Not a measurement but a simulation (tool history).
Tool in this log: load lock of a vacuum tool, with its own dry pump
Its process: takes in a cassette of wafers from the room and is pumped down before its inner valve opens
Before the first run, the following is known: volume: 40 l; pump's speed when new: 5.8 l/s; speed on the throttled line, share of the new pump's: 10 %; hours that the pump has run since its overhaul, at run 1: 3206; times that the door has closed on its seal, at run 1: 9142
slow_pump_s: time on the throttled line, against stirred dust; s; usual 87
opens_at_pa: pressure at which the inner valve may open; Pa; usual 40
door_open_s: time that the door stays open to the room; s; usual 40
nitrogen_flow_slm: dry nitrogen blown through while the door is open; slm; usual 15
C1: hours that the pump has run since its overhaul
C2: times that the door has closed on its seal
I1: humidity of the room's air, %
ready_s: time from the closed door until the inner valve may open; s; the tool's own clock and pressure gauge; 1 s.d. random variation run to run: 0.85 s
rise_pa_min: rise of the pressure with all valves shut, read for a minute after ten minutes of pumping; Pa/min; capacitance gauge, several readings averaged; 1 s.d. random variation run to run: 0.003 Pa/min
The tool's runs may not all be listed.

Run 1, hour 0: usual settings; C1 3206; C2 9142; I1 45.3. Result: ready_s 134.9 s, rise_pa_min 0.092 Pa/min.
Run 2, hour 127.2: usual settings; C1 3333; C2 9676; I1 41.5. Result: ready_s 135 s, rise_pa_min 0.098 Pa/min.
Run 3, hour 283.5: usual settings; C1 3490; C2 10331; I1 42.8. Result: ready_s 135.8 s, rise_pa_min 0.112 Pa/min.
Run 4, hour 425.3: usual settings; C1 3632; C2 10926; I1 44.9. Result: ready_s 135 s, rise_pa_min 0.118 Pa/min.
Run 5, hour 657.2: usual settings; C1 3863; C2 11898; I1 44.7. Result: ready_s 136 s, rise_pa_min 0.132 Pa/min.
Run 6, hour 852.5: usual settings; C1 4059; C2 12717; I1 46.6. Result: ready_s 136.4 s, rise_pa_min 0.146 Pa/min.
Run 7, hour 1086.9: usual settings; C1 4293; C2 13700; I1 44.5. Result: ready_s 138.1 s, rise_pa_min 0.161 Pa/min.
Run 8, hour 1308.9: usual settings but nitrogen_flow_slm 5 slm; C1 4515; C2 14630; I1 44.8. Result: ready_s 135.2 s, rise_pa_min 0.184 Pa/min.
Run 9, hour 1435.5: usual settings but slow_pump_s 136 s, nitrogen_flow_slm 5 slm; C1 4642; C2 15161; I1 45.1. Result: ready_s 180.7 s, rise_pa_min 0.198 Pa/min.
Run 10, hour 1671: usual settings but slow_pump_s 136 s, nitrogen_flow_slm 5 slm; C1 4877; C2 16149; I1 44.7. Result: ready_s 180.3 s, rise_pa_min 0.215 Pa/min.
Run 11, hour 1767.6: usual settings but slow_pump_s 136 s, nitrogen_flow_slm 5 slm; C1 4974; C2 16554; I1 42.1. Result: ready_s 179.9 s, rise_pa_min 0.213 Pa/min.
Run 12, hour 1872.9: usual settings but slow_pump_s 136 s, nitrogen_flow_slm 5 slm; C1 5079; C2 16995; I1 39.5. Result: ready_s 179 s, rise_pa_min 0.223 Pa/min.
Run 13, hour 2085.4: usual settings; C1 5292; C2 17886; I1 46.7. Result: ready_s 136.6 s, rise_pa_min 0.236 Pa/min.
Run 14, hour 2207.4: usual settings; C1 5414; C2 18398; I1 44.1. Result: ready_s 136.6 s, rise_pa_min 0.251 Pa/min.
Run 15, hour 2334.3: usual settings but slow_pump_s 89 s, opens_at_pa 34 Pa, door_open_s 47 s, nitrogen_flow_slm 34 slm; C1 5541; C2 18930; I1 44.2. Result: ready_s 140.7 s, rise_pa_min 0.245 Pa/min.
Run 16, hour 2493.2: usual settings but slow_pump_s 89 s, opens_at_pa 34 Pa, door_open_s 47 s, nitrogen_flow_slm 34 slm; C1 5699; C2 19596; I1 45.4. Result: ready_s 140 s, rise_pa_min 0.266 Pa/min.
Run 17, hour 2610.4: usual settings but slow_pump_s 89 s, opens_at_pa 34 Pa, door_open_s 61 s, nitrogen_flow_slm 34 slm; C1 5817; C2 20088; I1 43.9. Result: ready_s 140.3 s, rise_pa_min 0.278 Pa/min.
Run 18, hour 2714.1: usual settings but slow_pump_s 81 s, opens_at_pa 29 Pa, door_open_s 61 s, nitrogen_flow_slm 34 slm; C1 5920; C2 20522; I1 45.2. Result: ready_s 135.8 s, rise_pa_min 0.282 Pa/min.
Run 19, hour 2852.7: usual settings but slow_pump_s 53 s, opens_at_pa 29 Pa, door_open_s 61 s, nitrogen_flow_slm 27 slm; C1 6059; C2 21104; I1 43.5. Result: ready_s 109.3 s, rise_pa_min 0.296 Pa/min.
Run 20, hour 3076.7: usual settings but slow_pump_s 53 s, opens_at_pa 29 Pa, door_open_s 61 s, nitrogen_flow_slm 27 slm; C1 6283; C2 22043; I1 42.2. Result: ready_s 109.6 s, rise_pa_min 0.319 Pa/min.
Run 21, hour 3271.1: usual settings but slow_pump_s 79 s, opens_at_pa 62 Pa, door_open_s 133 s, nitrogen_flow_slm 44 slm; C1 6477; C2 22858; I1 43.3. Result: ready_s 127.5 s, rise_pa_min 0.337 Pa/min.
Run 22, hour 3386.6: usual settings but slow_pump_s 79 s, opens_at_pa 56 Pa, door_open_s 49 s, nitrogen_flow_slm 44 slm; C1 6593; C2 23342; I1 42. Result: ready_s 128.2 s, rise_pa_min 0.333 Pa/min.
Run 23, hour 3597.6: usual settings but slow_pump_s 56 s, door_open_s 148 s; C1 6804; C2 24227; I1 42.5. Result: ready_s 111.5 s, rise_pa_min 0.385 Pa/min.
Run 24, hour 3750.6: usual settings but opens_at_pa 48 Pa, nitrogen_flow_slm 32 slm; C1 6957; C2 24868; I1 45.3. Result: ready_s 136.9 s, rise_pa_min 0.377 Pa/min.
Run 25, hour 3977.8: usual settings but opens_at_pa 54 Pa; C1 7184; C2 25821; I1 48.7. Result: ready_s 136.7 s, rise_pa_min 0.407 Pa/min.
Run 26, hour 4134.4: usual settings but slow_pump_s 125 s, opens_at_pa 34 Pa, door_open_s 119 s, nitrogen_flow_slm 8 slm; C1 7341; C2 26478; I1 43.6. Result: ready_s 175.3 s, rise_pa_min 0.442 Pa/min.

A few steps of ready_s between consecutive runs. Split each: what settings, incoming material and random variation would produce without the hidden state, and what is left over for the hidden state, along with gauge scatter present in only one of the two compared results (measured, and without hidden state):
The tool's hidden condition here consists of: pump's speed, % of a new pump's; leak at the door's seal, Pa l/s; drift of the gauge itself on ready_s, %; drift of the gauge itself on rise_pa_min, %.
Run 8 -> 9: slow_pump_s 87 -> 136. ready_s +45.5 s: hidden state -0.3, all else +45.8.
Run 12 -> 13: slow_pump_s 136 -> 87, nitrogen_flow_slm 5 -> 15. ready_s -42.4 s: hidden state +0.6, all else -43.
Run 22 -> 23: slow_pump_s 79 -> 56, opens_at_pa 56 -> 40, door_open_s 49 -> 148, nitrogen_flow_slm 44 -> 15. ready_s -16.7 s: hidden state +0.8, all else -17.5.
